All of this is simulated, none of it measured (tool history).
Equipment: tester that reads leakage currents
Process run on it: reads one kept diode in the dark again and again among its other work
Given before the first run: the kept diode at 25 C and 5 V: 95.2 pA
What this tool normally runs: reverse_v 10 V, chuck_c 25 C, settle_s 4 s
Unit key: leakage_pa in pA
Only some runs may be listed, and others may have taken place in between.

{"run": 1, "hour": 0.0, "reverse_v": 10, "chuck_c": 25, "settle_s": 4, "leakage_pa": 135.89}
{"run": 2, "hour": 105.7, "reverse_v": 10, "chuck_c": 25, "settle_s": 4, "leakage_pa": 135.26}
{"run": 3, "hour": 229.3, "reverse_v": 10, "chuck_c": 25, "settle_s": 4, "leakage_pa": 133.78}
{"run": 4, "hour": 323.3, "reverse_v": 10, "chuck_c": 25, "settle_s": 4, "leakage_pa": 132.97}
{"run": 5, "hour": 400.3, "reverse_v": 10, "chuck_c": 25, "settle_s": 4, "leakage_pa": 132.43}
{"run": 6, "hour": 500.2, "reverse_v": 10, "chuck_c": 55, "settle_s": 4, "leakage_pa": 1168.04}
{"run": 7, "hour": 585.8, "reverse_v": 10, "chuck_c": 55, "settle_s": 4, "leakage_pa": 1154.72}
{"run": 8, "hour": 650.9, "reverse_v": 10, "chuck_c": 55, "settle_s": 4, "leakage_pa": 1158.16}
{"run": 9, "hour": 718.5, "reverse_v": 10, "chuck_c": 25, "settle_s": 1.45, "leakage_pa": 130.3}
{"run": 10, "hour": 833.4, "reverse_v": 10, "chuck_c": 25, "settle_s": 7.95, "leakage_pa": 129.32}
{"run": 11, "hour": 927.7, "reverse_v": 10, "chuck_c": 25, "settle_s": 7.95, "leakage_pa": 127.6}
{"run": 12, "hour": 1049.2, "reverse_v": 10, "chuck_c": 25, "settle_s": 1, "leakage_pa": 127.4}
{"run": 13, "hour": 1143.1, "reverse_v": 10, "chuck_c": 25, "settle_s": 2.99, "leakage_pa": 126.21}
{"run": 14, "hour": 1258.1, "reverse_v": 10, "chuck_c": 25, "settle_s": 4, "leakage_pa": 125.14}
{"hour": 1273.0, "done": "probe card cleaned and baked"}
{"run": 15, "hour": 1338.4, "reverse_v": 10, "chuck_c": 25, "settle_s": 4, "leakage_pa": 125.57}
{"run": 16, "hour": 1464.1, "reverse_v": 10, "chuck_c": 25, "settle_s": 4, "leakage_pa": 124.56}
{"run": 17, "hour": 1580.8, "reverse_v": 10, "chuck_c": 25, "settle_s": 4, "leakage_pa": 122.96}
{"run": 18, "hour": 1697.5, "reverse_v": 10, "chuck_c": 25, "settle_s": 4, "leakage_pa": 122.6}
{"run": 19, "hour": 1789.7, "reverse_v": 10, "chuck_c": 41, "settle_s": 2.36, "leakage_pa": 410.89}
{"run": 20, "hour": 1914.0, "reverse_v": 10, "chuck_c": 56, "settle_s": 0.34, "leakage_pa": 1155.63}
{"run": 21, "hour": 2047.2, "reverse_v": 5.4, "chuck_c": 35, "settle_s": 9.03, "leakage_pa": 181.28}
{"hour": 2068.7, "done": "probe card cleaned and baked, once more"}
{"run": 22, "hour": 2116.4, "reverse_v": 5.4, "chuck_c": 35, "settle_s": 9.03, "leakage_pa": 179.31}
{"run": 23, "hour": 2180.6, "reverse_v": 1.6, "chuck_c": 25, "settle_s": 0.86, "leakage_pa": 40.37}
{"hour": 2247.7, "done": "chuck's temperature calibrated"}
{"run": 24, "hour": 2272.2, "reverse_v": 1.6, "chuck_c": 25, "settle_s": 4.81, "leakage_pa": 48.64}
{"run": 25, "hour": 2335.9, "reverse_v": 2.7, "chuck_c": 24, "settle_s": 0.86, "leakage_pa": 60.63}
{"run": 26, "hour": 2411.6, "reverse_v": 2.7, "chuck_c": 20, "settle_s": 4.48, "leakage_pa": 43.52}
{"run": 27, "hour": 2510.8, "reverse_v": 13, "chuck_c": 29, "settle_s": 4, "leakage_pa": 221.51}
{"run": 28, "hour": 2579.3, "reverse_v": 13, "chuck_c": 29, "settle_s": 4, "leakage_pa": 221.56}
{"run": 29, "hour": 2698.0, "reverse_v": 16.3, "chuck_c": 35, "settle_s": 2.84, "leakage_pa": 396.22}

5 options for the next run, each taken on its own from the tool as it stands now. Forecast them:
{"run": "A", "hour": 2768.7, "reverse_v": 13.7, "chuck_c": 46, "settle_s": 2.84, "leakage_pa": "?"}
{"run": "B", "hour": 2768.7, "reverse_v": 10, "chuck_c": 29, "settle_s": 0.59, "leakage_pa": "?"}
{"run": "C", "hour": 2768.7, "reverse_v": 8.8, "chuck_c": 21, "settle_s": 4.41, "leakage_pa": "?"}
{"run": "D", "hour": 2768.7, "reverse_v": 6.9, "chuck_c": 32, "settle_s": 2.02, "leakage_pa": "?"}
{"run": "E", "hour": 2768.7, "reverse_v": 1.6, "chuck_c": 35, "settle_s": 0.51, "leakage_pa": "?"}

run=A leakage_pa=780.48
run=B leakage_pa=188.07
run=C leakage_pa=92.12
run=D leakage_pa=189.14
run=E leakage_pa=102.03
What these runs would have given with no unlogged condition in the tool:
run=A leakage_pa=815.2
run=B leakage_pa=196.63
run=C leakage_pa=96.23
run=D leakage_pa=197.87
run=E leakage_pa=106.82
